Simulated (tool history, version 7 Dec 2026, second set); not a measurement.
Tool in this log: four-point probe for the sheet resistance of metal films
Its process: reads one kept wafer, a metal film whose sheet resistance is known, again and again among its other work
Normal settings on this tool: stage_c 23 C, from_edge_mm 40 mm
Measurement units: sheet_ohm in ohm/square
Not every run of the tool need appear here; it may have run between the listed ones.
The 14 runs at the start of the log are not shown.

run	hour	stage_c	from_edge_mm	touches since the probe head was changed	hours of work since the stage's thermometer was calibrated	sheet_ohm
15	239.8	23	40	29225	48	5.365917
16	261.5	23	40	30007	64	5.364592
17	283	21	33	30782	81	5.369334
18	298.5	33	4	31342	93	5.513552
19	312.8	34	3	31858	104	5.640949
20	326.1	34	3	32338	114	5.642107
21	336.3	20	4	32709	122	5.542965
22	357.2	24	8	33461	138	5.403953
23	368.7	24	8	33879	147	5.403412
24	381.2	22	7	34328	157	5.42254
25	393.5	26	6	34773	166	5.431463
26	414.5	26	6	35531	182	5.430991
27	426	21	6	35946	191	5.443999
28	445.7	31	53	36659	207	5.345072
29	462.9	31	8	37278	220	5.388718
30	477.5	23	72	37807	231	5.358745

What if the next run were any one of these 3? Each begins from the tool's condition after run 30:
A	500.2	22	5	38626	249	?
B	500.2	19	40	38626	249	?
C	500.2	33	23	38626	249	?

run	sheet_ohm
A	5.474887
B	5.369006
C	5.346421
Without the tool's unlogged condition, the same runs would have read:
run	sheet_ohm
A	5.454922
B	5.349392
C	5.32691
